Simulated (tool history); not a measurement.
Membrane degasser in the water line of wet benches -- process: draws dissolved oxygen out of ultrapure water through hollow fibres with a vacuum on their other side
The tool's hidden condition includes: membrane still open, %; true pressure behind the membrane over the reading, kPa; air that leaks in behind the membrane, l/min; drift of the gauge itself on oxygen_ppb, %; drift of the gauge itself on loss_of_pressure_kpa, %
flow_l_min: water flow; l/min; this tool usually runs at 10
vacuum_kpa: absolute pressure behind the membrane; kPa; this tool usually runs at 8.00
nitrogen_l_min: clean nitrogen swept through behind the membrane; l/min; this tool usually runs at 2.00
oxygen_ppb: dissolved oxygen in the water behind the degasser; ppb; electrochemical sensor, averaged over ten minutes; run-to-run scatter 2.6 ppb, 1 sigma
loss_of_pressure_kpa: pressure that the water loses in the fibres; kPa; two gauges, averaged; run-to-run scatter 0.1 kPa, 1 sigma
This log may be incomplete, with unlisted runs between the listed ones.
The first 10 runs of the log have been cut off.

run    hour  flow_l_min  vacuum_kpa  nitrogen_l_min  hours since the membrane was changed  hours since the vacuum gauge was calibrated  hours since the vacuum lines were made tight  oxygen_ppb  loss_of_pressure_kpa
 11  1382.1          10        8.00            4.18                                  4640                                         1382                                          4177       257.9                 28.17
 12  1508.6          10        8.00            4.18                                  4766                                         1509                                          4304       258.9                 28.13
 13  1610.9          10        8.00            4.18                                  4869                                         1611                                          4406       255.8                 27.75
 14  1778.6          10        8.00            4.18                                  5036                                         1779                                          4574       261.3                 28.18
 15  1918.3          10        8.00            4.18                                  5176                                         1918                                          4713       258.7                 28.20
 16  2056.4          10        8.00            4.18                                  5314                                         2056                                          4851       257.1                 27.98
 17  2136.0          14       12.19            1.04                                  5394                                         2136                                          4931       810.1                 39.37
 18  2230.2          10       12.19            1.04                                  5488                                         2230                                          5025       432.3                 27.99
 19  2377.2          10       12.19            1.04                                  5635                                         2377                                          5172       428.2                 28.07
 20  2502.5          10       12.19            1.04                                  5760                                         2503                                          5298       434.5                 27.95
 21  2642.8          10       12.19            1.04                                  5900                                         2643                                          5438       431.3                 28.45
 22  2804.1          10       12.19            1.04                                  6062                                         2804                                          5599       435.8                 28.43
 23  2943.8          10       12.19            1.04                                  6202                                         2944                                          5739       440.9                 28.19
 24  3119.9          13       19.81            1.08                                  6378                                         3120                                          5915       881.0                 36.71
 25  3278.4           9       15.35            0.88                                  6536                                         3278                                          6073       456.2                 25.26
 26  3432.0           7        9.03            1.78                                  6690                                         3432                                          6227       132.1                 19.85
 27  3620.5          10       17.37            1.70                                  6878                                         3621                                          6416       434.7                 28.44
 28  3719.5           7        8.06            3.01                                  6977                                         3719                                          6515       100.2                 19.84
 29  3850.9          10       14.82            1.64                                  7109                                         3851                                          6646       414.5                 28.34
 30  4001.9          10       14.82            1.64                                  7260                                         4002                                          6797       414.1                 28.39
 31  4167.6          10       14.82            1.64                                  7425                                         4168                                          6963       422.1                 28.66
 32  4348.1          10       14.82            1.64                                  7606                                         4348                                          7143       409.7                 28.51

What if the next run were any one of these 4? Each begins from the tool's condition after run 32:
     4420.0  -- vacuum gauge calibrated
  A  4473.7           7        5.17            2.54                                  7731                                           54                                          7268           ?                     ?
     4420.0  -- vacuum gauge calibrated
  B  4473.7          12       14.82            2.06                                  7731                                           54                                          7268           ?                     ?
     4420.0  -- vacuum gauge calibrated
  C  4473.7          12        6.49            1.64                                  7731                                           54                                          7268           ?                     ?
     4420.0  -- vacuum gauge calibrated
  D  4473.7          10        7.63            2.32                                  7731                                           54                                          7268           ?                     ?

run  oxygen_ppb  loss_of_pressure_kpa
  A        86.6                 20.05
  B       552.7                 33.92
  C       454.4                 34.13
  D       289.2                 28.40
With the hidden condition removed and each run's random variation left untouched, the same runs would have given:
run  oxygen_ppb  loss_of_pressure_kpa
  A        71.9                 19.26
  B       497.3                 32.58
  C       404.1                 32.79
  D       252.8                 27.28

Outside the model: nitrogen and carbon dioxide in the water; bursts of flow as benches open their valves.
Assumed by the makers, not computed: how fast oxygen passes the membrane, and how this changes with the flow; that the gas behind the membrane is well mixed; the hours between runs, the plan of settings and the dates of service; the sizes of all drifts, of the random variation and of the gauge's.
